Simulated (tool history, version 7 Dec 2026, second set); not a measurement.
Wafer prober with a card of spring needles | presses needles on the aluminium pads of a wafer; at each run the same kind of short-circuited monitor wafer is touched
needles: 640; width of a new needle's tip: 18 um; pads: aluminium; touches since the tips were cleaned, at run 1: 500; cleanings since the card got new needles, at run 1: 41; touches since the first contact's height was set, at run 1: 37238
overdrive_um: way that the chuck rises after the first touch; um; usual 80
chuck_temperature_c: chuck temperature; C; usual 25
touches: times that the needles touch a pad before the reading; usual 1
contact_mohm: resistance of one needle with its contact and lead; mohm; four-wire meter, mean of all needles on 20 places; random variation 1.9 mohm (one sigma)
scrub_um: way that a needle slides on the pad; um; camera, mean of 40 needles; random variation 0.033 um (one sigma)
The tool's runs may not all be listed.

run   hour  overdrive_um  chuck_temperature_c  touches  touches since the tips were cleaned  cleanings since the card got new needles  touches since the first contact's height was set  contact_mohm  scrub_um
  1    0.0            80                   25        1                                  500                                        41                                             37238           208      9.59
       4.2  -- tips cleaned on abrasive film
       9.5  -- tips cleaned on abrasive film
  2   12.9            80                   49        1                                 1713                                        43                                             43717           227      9.61
      15.1  -- tips cleaned on abrasive film
      20.3  -- tips cleaned on abrasive film
  3   21.3            72                   25        1                                  496                                        45                                             47895           211      8.59
      26.0  -- tips cleaned on abrasive film
  4   28.0            80                   25        1                                 1036                                        46                                             51254           214      9.58
      31.2  -- tips cleaned on abrasive film
      36.6  -- tips cleaned on abrasive film
  5   38.8            80                   25        1                                 1112                                        48                                             56652           218      9.53
      41.9  -- tips cleaned on abrasive film
      47.3  -- tips cleaned on abrasive film
  6   50.5            80                   25        1                                 1628                                        50                                             62544           225      9.52
      52.9  -- tips cleaned on abrasive film
      58.1  -- tips cleaned on abrasive film
  7   61.1            80                   25        1                                 1536                                        52                                             67820           222      9.55
      64.0  -- tips cleaned on abrasive film
      69.0  -- tips cleaned on abrasive film
  8   72.2            96                   25        1                                 1641                                        54                                             73401           219     11.44
      74.6  -- tips cleaned on abrasive film
      74.9  -- height of the first contact set anew
  9   79.1            96                   73        1                                 2183                                        55                                              2183           229     11.72
      80.5  -- tips cleaned on abrasive film
 10   84.9            96                   73        1                                 2254                                        56                                              5057           234     11.63
      86.1  -- tips cleaned on abrasive film
      91.4  -- tips cleaned on abrasive film
 11   91.4            96                   73        1                                    0                                        58                                              8271           202     11.71
      96.9  -- tips cleaned on abrasive film
     102.8  -- tips cleaned on abrasive film
 12  105.0            62                   25        2                                 1111                                        60                                             15126           220      7.52
     108.7  -- tips cleaned on abrasive film
     114.0  -- tips cleaned on abrasive film
 13  114.0            77                   29        1                                    0                                        62                                             19594           203      9.26

The next listed run, before its measurement:
     119.0  -- tips cleaned on abrasive film
     124.1  -- tips cleaned on abrasive film
 14  126.2            77                   29        1                                 1094                                        64                                             25720             ?         ?

contact_mohm: 224 mohm
scrub_um: 9.29 um
Without the tool's hidden state the same run would have given contact_mohm 199 mohm, scrub_um 9.36 um.
